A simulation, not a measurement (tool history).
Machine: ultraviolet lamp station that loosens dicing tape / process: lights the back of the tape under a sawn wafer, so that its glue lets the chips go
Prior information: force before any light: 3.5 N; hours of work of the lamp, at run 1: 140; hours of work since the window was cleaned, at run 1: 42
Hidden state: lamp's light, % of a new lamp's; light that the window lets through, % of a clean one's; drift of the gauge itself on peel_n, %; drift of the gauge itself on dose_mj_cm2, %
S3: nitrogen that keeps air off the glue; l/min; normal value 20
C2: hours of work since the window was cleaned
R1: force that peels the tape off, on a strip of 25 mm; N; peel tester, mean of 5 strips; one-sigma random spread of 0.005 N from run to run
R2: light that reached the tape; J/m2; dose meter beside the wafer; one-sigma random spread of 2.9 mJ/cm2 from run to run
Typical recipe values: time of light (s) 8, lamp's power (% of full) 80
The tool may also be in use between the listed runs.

{"run": 1, "hour": 0.0, "time of light (s)": 8, "lamp's power (% of full)": 80, "S3": 20, "hours of work of the lamp": 140, "C2": 42, "R1": 0.157, "R2": 3990}
{"run": 2, "hour": 8.9, "time of light (s)": 6, "lamp's power (% of full)": 80, "S3": 20, "hours of work of the lamp": 144, "C2": 46, "R1": 0.245, "R2": 2910}
{"run": 3, "hour": 17.6, "time of light (s)": 8, "lamp's power (% of full)": 80, "S3": 20, "hours of work of the lamp": 147, "C2": 50, "R1": 0.135, "R2": 3910}
{"run": 4, "hour": 23.5, "time of light (s)": 8, "lamp's power (% of full)": 80, "S3": 20, "hours of work of the lamp": 150, "C2": 52, "R1": 0.14, "R2": 3840}
{"run": 5, "hour": 30.2, "time of light (s)": 8, "lamp's power (% of full)": 80, "S3": 20, "hours of work of the lamp": 153, "C2": 55, "R1": 0.151, "R2": 3830}
{"run": 6, "hour": 39.3, "time of light (s)": 8, "lamp's power (% of full)": 80, "S3": 20, "hours of work of the lamp": 157, "C2": 60, "R1": 0.147, "R2": 3860}
{"run": 7, "hour": 46.0, "time of light (s)": 8, "lamp's power (% of full)": 80, "S3": 20, "hours of work of the lamp": 160, "C2": 63, "R1": 0.147, "R2": 3810}
{"run": 8, "hour": 53.6, "time of light (s)": 8, "lamp's power (% of full)": 80, "S3": 20, "hours of work of the lamp": 164, "C2": 66, "R1": 0.135, "R2": 3880}
{"run": 9, "hour": 63.5, "time of light (s)": 7, "lamp's power (% of full)": 80, "S3": 20, "hours of work of the lamp": 168, "C2": 71, "R1": 0.189, "R2": 3320}
{"run": 10, "hour": 68.5, "time of light (s)": 8, "lamp's power (% of full)": 80, "S3": 20, "hours of work of the lamp": 170, "C2": 73, "R1": 0.148, "R2": 3820}
{"run": 11, "hour": 73.1, "time of light (s)": 7, "lamp's power (% of full)": 80, "S3": 20, "hours of work of the lamp": 172, "C2": 75, "R1": 0.181, "R2": 3360}
{"run": 12, "hour": 78.7, "time of light (s)": 7, "lamp's power (% of full)": 80, "S3": 20, "hours of work of the lamp": 175, "C2": 77, "R1": 0.187, "R2": 3380}
{"run": 13, "hour": 86.1, "time of light (s)": 7, "lamp's power (% of full)": 80, "S3": 20, "hours of work of the lamp": 178, "C2": 81, "R1": 0.19, "R2": 3380}
{"run": 14, "hour": 94.8, "time of light (s)": 7, "lamp's power (% of full)": 80, "S3": 23, "hours of work of the lamp": 182, "C2": 85, "R1": 0.169, "R2": 3350}
{"run": 15, "hour": 101.9, "time of light (s)": 7, "lamp's power (% of full)": 80, "S3": 23, "hours of work of the lamp": 185, "C2": 88, "R1": 0.17, "R2": 3270}
{"run": 16, "hour": 111.2, "time of light (s)": 7, "lamp's power (% of full)": 80, "S3": 23, "hours of work of the lamp": 190, "C2": 92, "R1": 0.172, "R2": 3290}
{"run": 17, "hour": 118.3, "time of light (s)": 7, "lamp's power (% of full)": 80, "S3": 23, "hours of work of the lamp": 193, "C2": 95, "R1": 0.178, "R2": 3250}
{"run": 18, "hour": 125.4, "time of light (s)": 8, "lamp's power (% of full)": 80, "S3": 12, "hours of work of the lamp": 196, "C2": 98, "R1": 0.206, "R2": 3760}
{"run": 19, "hour": 132.9, "time of light (s)": 8, "lamp's power (% of full)": 74, "S3": 20, "hours of work of the lamp": 199, "C2": 102, "R1": 0.179, "R2": 3470}
{"run": 20, "hour": 140.6, "time of light (s)": 8, "lamp's power (% of full)": 74, "S3": 20, "hours of work of the lamp": 203, "C2": 105, "R1": 0.181, "R2": 3460}
{"run": 21, "hour": 145.3, "time of light (s)": 8, "lamp's power (% of full)": 74, "S3": 20, "hours of work of the lamp": 205, "C2": 107, "R1": 0.173, "R2": 3420}
{"run": 22, "hour": 155.0, "time of light (s)": 7, "lamp's power (% of full)": 74, "S3": 6, "hours of work of the lamp": 209, "C2": 112, "R1": 0.468, "R2": 3050}
{"run": 23, "hour": 163.0, "time of light (s)": 4, "lamp's power (% of full)": 99, "S3": 12, "hours of work of the lamp": 213, "C2": 115, "R1": 0.514, "R2": 2310}
{"run": 24, "hour": 169.3, "time of light (s)": 4, "lamp's power (% of full)": 99, "S3": 12, "hours of work of the lamp": 216, "C2": 118, "R1": 0.501, "R2": 2290}
{"run": 25, "hour": 177.4, "time of light (s)": 6, "lamp's power (% of full)": 83, "S3": 20, "hours of work of the lamp": 219, "C2": 122, "R1": 0.246, "R2": 2910}
{"run": 26, "hour": 186.7, "time of light (s)": 5, "lamp's power (% of full)": 83, "S3": 20, "hours of work of the lamp": 224, "C2": 126, "R1": 0.347, "R2": 2400}
{"run": 27, "hour": 194.8, "time of light (s)": 5, "lamp's power (% of full)": 83, "S3": 20, "hours of work of the lamp": 227, "C2": 130, "R1": 0.342, "R2": 2420}
{"run": 28, "hour": 200.1, "time of light (s)": 8, "lamp's power (% of full)": 80, "S3": 28, "hours of work of the lamp": 230, "C2": 132, "R1": 0.143, "R2": 3650}
{"run": 29, "hour": 208.1, "time of light (s)": 8, "lamp's power (% of full)": 87, "S3": 7, "hours of work of the lamp": 233, "C2": 136, "R1": 0.244, "R2": 4000}
{"run": 30, "hour": 215.8, "time of light (s)": 14, "lamp's power (% of full)": 80, "S3": 7, "hours of work of the lamp": 237, "C2": 139, "R1": 0.116, "R2": 6380}
{"run": 31, "hour": 220.5, "time of light (s)": 14, "lamp's power (% of full)": 80, "S3": 7, "hours of work of the lamp": 239, "C2": 141, "R1": 0.12, "R2": 6390}
{"run": 32, "hour": 227.4, "time of light (s)": 14, "lamp's power (% of full)": 80, "S3": 7, "hours of work of the lamp": 242, "C2": 144, "R1": 0.11, "R2": 6450}
{"run": 33, "hour": 236.5, "time of light (s)": 9, "lamp's power (% of full)": 84, "S3": 7, "hours of work of the lamp": 246, "C2": 148, "R1": 0.211, "R2": 4270}
{"run": 34, "hour": 245.9, "time of light (s)": 8, "lamp's power (% of full)": 80, "S3": 9, "hours of work of the lamp": 250, "C2": 153, "R1": 0.268, "R2": 3600}
{"run": 35, "hour": 252.6, "time of light (s)": 13, "lamp's power (% of full)": 88, "S3": 9, "hours of work of the lamp": 253, "C2": 156, "R1": 0.114, "R2": 6390}
{"run": 36, "hour": 257.9, "time of light (s)": 15, "lamp's power (% of full)": 80, "S3": 20, "hours of work of the lamp": 256, "C2": 158, "R1": 0.1, "R2": 6750}
{"run": 37, "hour": 263.1, "time of light (s)": 15, "lamp's power (% of full)": 80, "S3": 20, "hours of work of the lamp": 258, "C2": 160, "R1": 0.102, "R2": 6690}
{"run": 38, "hour": 271.1, "time of light (s)": 9, "lamp's power (% of full)": 67, "S3": 14, "hours of work of the lamp": 262, "C2": 164, "R1": 0.221, "R2": 3350}
{"run": 39, "hour": 276.5, "time of light (s)": 8, "lamp's power (% of full)": 62, "S3": 40, "hours of work of the lamp": 264, "C2": 166, "R1": 0.195, "R2": 2790}
{"run": 40, "hour": 286.5, "time of light (s)": 6, "lamp's power (% of full)": 79, "S3": 27, "hours of work of the lamp": 269, "C2": 171, "R1": 0.245, "R2": 2670}
{"run": 41, "hour": 295.4, "time of light (s)": 12, "lamp's power (% of full)": 83, "S3": 10, "hours of work of the lamp": 273, "C2": 175, "R1": 0.12, "R2": 5540}

Each row is a separate what-if for the run after 41, all from the same tool condition, not one after another. Results?
{"run": "A", "hour": 299.7, "time of light (s)": 7, "lamp's power (% of full)": 83, "S3": 10, "hours of work of the lamp": 275, "C2": 177, "R1": "?", "R2": "?"}
{"run": "B", "hour": 299.7, "time of light (s)": 12, "lamp's power (% of full)": 91, "S3": 10, "hours of work of the lamp": 275, "C2": 177, "R1": "?", "R2": "?"}
{"run": "C", "hour": 299.7, "time of light (s)": 7, "lamp's power (% of full)": 84, "S3": 11, "hours of work of the lamp": 275, "C2": 177, "R1": "?", "R2": "?"}
{"run": "D", "hour": 299.7, "time of light (s)": 15, "lamp's power (% of full)": 80, "S3": 20, "hours of work of the lamp": 275, "C2": 177, "R1": "?", "R2": "?"}
{"run": "E", "hour": 299.7, "time of light (s)": 8, "lamp's power (% of full)": 80, "S3": 14, "hours of work of the lamp": 275, "C2": 177, "R1": "?", "R2": "?"}

run=A R1=0.310 R2=3240
run=B R1=0.112 R2=6060
run=C R1=0.279 R2=3270
run=D R1=0.098 R2=6690
run=E R1=0.195 R2=3590
Stripped of hidden state, with their random variation kept, the same runs would have yielded:
run=A R1=0.225 R2=3830
run=B R1=0.102 R2=7180
run=C R1=0.204 R2=3870
run=D R1=0.097 R2=7910
run=E R1=0.145 R2=4240
